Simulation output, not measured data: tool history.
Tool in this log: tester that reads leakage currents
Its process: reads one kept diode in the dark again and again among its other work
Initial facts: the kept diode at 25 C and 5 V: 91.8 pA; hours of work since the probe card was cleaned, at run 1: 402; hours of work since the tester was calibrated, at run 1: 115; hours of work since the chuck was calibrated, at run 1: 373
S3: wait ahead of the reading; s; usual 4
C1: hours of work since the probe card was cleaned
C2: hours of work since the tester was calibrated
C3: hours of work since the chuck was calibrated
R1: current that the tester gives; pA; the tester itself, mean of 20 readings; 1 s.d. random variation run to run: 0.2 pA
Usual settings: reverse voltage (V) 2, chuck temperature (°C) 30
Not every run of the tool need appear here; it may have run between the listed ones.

{"run": 1, "hour": 0.0, "reverse voltage (V)": 2, "chuck temperature (°C)": 30, "S3": 4, "C1": 402, "C2": 115, "C3": 373, "R1": 81.81}
{"run": 2, "hour": 25.2, "reverse voltage (V)": 2, "chuck temperature (°C)": 30, "S3": 4, "C1": 420, "C2": 133, "C3": 391, "R1": 82.11}
{"run": 3, "hour": 44.1, "reverse voltage (V)": 2, "chuck temperature (°C)": 30, "S3": 4, "C1": 433, "C2": 147, "C3": 404, "R1": 81.6}
{"run": 4, "hour": 57.7, "reverse voltage (V)": 2, "chuck temperature (°C)": 30, "S3": 4, "C1": 443, "C2": 157, "C3": 414, "R1": 81.99}
{"run": 5, "hour": 80.7, "reverse voltage (V)": 2, "chuck temperature (°C)": 30, "S3": 4, "C1": 459, "C2": 173, "C3": 431, "R1": 81.91}
{"run": 6, "hour": 106.1, "reverse voltage (V)": 2, "chuck temperature (°C)": 30, "S3": 2.37, "C1": 477, "C2": 191, "C3": 449, "R1": 81.66}
{"run": 7, "hour": 133.0, "reverse voltage (V)": 2, "chuck temperature (°C)": 30, "S3": 4, "C1": 496, "C2": 210, "C3": 468, "R1": 81.57}
{"run": 8, "hour": 149.2, "reverse voltage (V)": 2, "chuck temperature (°C)": 30, "S3": 4, "C1": 508, "C2": 222, "C3": 479, "R1": 81.26}
{"run": 9, "hour": 162.2, "reverse voltage (V)": 13.92, "chuck temperature (°C)": 30, "S3": 4, "C1": 517, "C2": 231, "C3": 489, "R1": 253.2}
{"run": 10, "hour": 186.3, "reverse voltage (V)": 13.92, "chuck temperature (°C)": 30, "S3": 4, "C1": 534, "C2": 248, "C3": 506, "R1": 252.44}
{"run": 11, "hour": 201.0, "reverse voltage (V)": 13.92, "chuck temperature (°C)": 30, "S3": 4, "C1": 545, "C2": 259, "C3": 516, "R1": 253.83}
{"run": 12, "hour": 222.1, "reverse voltage (V)": 13.92, "chuck temperature (°C)": 30, "S3": 4, "C1": 560, "C2": 274, "C3": 531, "R1": 252.97}
{"run": 13, "hour": 250.1, "reverse voltage (V)": 3.64, "chuck temperature (°C)": 30, "S3": 4, "C1": 580, "C2": 294, "C3": 551, "R1": 115.27}
{"run": 14, "hour": 265.4, "reverse voltage (V)": 3.64, "chuck temperature (°C)": 30, "S3": 4, "C1": 591, "C2": 304, "C3": 562, "R1": 115.44}
{"run": 15, "hour": 292.9, "reverse voltage (V)": 3.64, "chuck temperature (°C)": 30, "S3": 4, "C1": 610, "C2": 324, "C3": 582, "R1": 115.17}
{"run": 16, "hour": 306.4, "reverse voltage (V)": 3.64, "chuck temperature (°C)": 30, "S3": 4, "C1": 620, "C2": 334, "C3": 591, "R1": 114.98}
{"hour": 309.8, "done": "chuck's temperature calibrated"}
{"run": 17, "hour": 331.2, "reverse voltage (V)": 2, "chuck temperature (°C)": 35, "S3": 1.57, "C1": 636, "C2": 350, "C3": 15, "R1": 119.23}
{"run": 18, "hour": 355.9, "reverse voltage (V)": 18.91, "chuck temperature (°C)": 31, "S3": 2.05, "C1": 654, "C2": 367, "C3": 33, "R1": 326.24}
{"run": 19, "hour": 376.9, "reverse voltage (V)": 18.91, "chuck temperature (°C)": 31, "S3": 2.05, "C1": 669, "C2": 382, "C3": 48, "R1": 326.07}
{"run": 20, "hour": 401.0, "reverse voltage (V)": 2, "chuck temperature (°C)": 25, "S3": 0.48, "C1": 686, "C2": 400, "C3": 65, "R1": 54.42}
{"run": 21, "hour": 424.6, "reverse voltage (V)": 5.23, "chuck temperature (°C)": 25, "S3": 9.73, "C1": 703, "C2": 416, "C3": 82, "R1": 94.32}
{"run": 22, "hour": 443.9, "reverse voltage (V)": 2.85, "chuck temperature (°C)": 44, "S3": 0.6, "C1": 716, "C2": 430, "C3": 95, "R1": 290.37}
{"hour": 447.4, "done": "chuck's temperature calibrated, once more"}
{"run": 23, "hour": 472.7, "reverse voltage (V)": 2, "chuck temperature (°C)": 59, "S3": 4.1, "C1": 735, "C2": 449, "C3": 18, "R1": 716.66}
{"run": 24, "hour": 486.0, "reverse voltage (V)": 11.2, "chuck temperature (°C)": 24, "S3": 1.02, "C1": 745, "C2": 459, "C3": 28, "R1": 147.94}
{"run": 25, "hour": 511.4, "reverse voltage (V)": 11.2, "chuck temperature (°C)": 24, "S3": 1.02, "C1": 763, "C2": 477, "C3": 46, "R1": 148.19}
{"run": 26, "hour": 528.5, "reverse voltage (V)": 12.44, "chuck temperature (°C)": 46, "S3": 1.28, "C1": 775, "C2": 489, "C3": 58, "R1": 822.53}
{"run": 27, "hour": 550.1, "reverse voltage (V)": 3.11, "chuck temperature (°C)": 40, "S3": 0.98, "C1": 791, "C2": 504, "C3": 73, "R1": 236.74}
{"run": 28, "hour": 568.8, "reverse voltage (V)": 2, "chuck temperature (°C)": 32, "S3": 2.11, "C1": 804, "C2": 518, "C3": 86, "R1": 99.39}
{"run": 29, "hour": 591.3, "reverse voltage (V)": 2, "chuck temperature (°C)": 21, "S3": 1.16, "C1": 820, "C2": 534, "C3": 102, "R1": 41.05}
{"run": 30, "hour": 611.4, "reverse voltage (V)": 2, "chuck temperature (°C)": 21, "S3": 1.16, "C1": 834, "C2": 548, "C3": 117, "R1": 41.36}
{"run": 31, "hour": 625.2, "reverse voltage (V)": 7.65, "chuck temperature (°C)": 42, "S3": 1.16, "C1": 844, "C2": 558, "C3": 127, "R1": 461.86}
{"run": 32, "hour": 654.7, "reverse voltage (V)": 2.94, "chuck temperature (°C)": 28, "S3": 6.23, "C1": 865, "C2": 579, "C3": 148, "R1": 90.3}

Take each entry between the runs: how does the hidden state at the last listed run before it differ from the hidden state at the first listed run after it?
Runs 16 to 17: chuck's temperature calibrated (hour 309.8)
  stray current of the dirty probe card, pA a volt: 0.889 -> 0.911; current scale over the true one, %: 0.27 -> 0.28; true chuck temperature over the reading, C: -0.47 -> -0.65
  measured value less the no-hidden-state value, R1: -0.92 -> -4.01 pA
Runs 22 to 23: chuck's temperature calibrated, once more (hour 447.4)
  stray current of the dirty probe card, pA a volt: 1.02 -> 1.046; current scale over the true one, %: 0.35 -> 0.36; true chuck temperature over the reading, C: -0.73 -> -0.02
  measured value less the no-hidden-state value, R1: -12.05 -> +3.9 pA
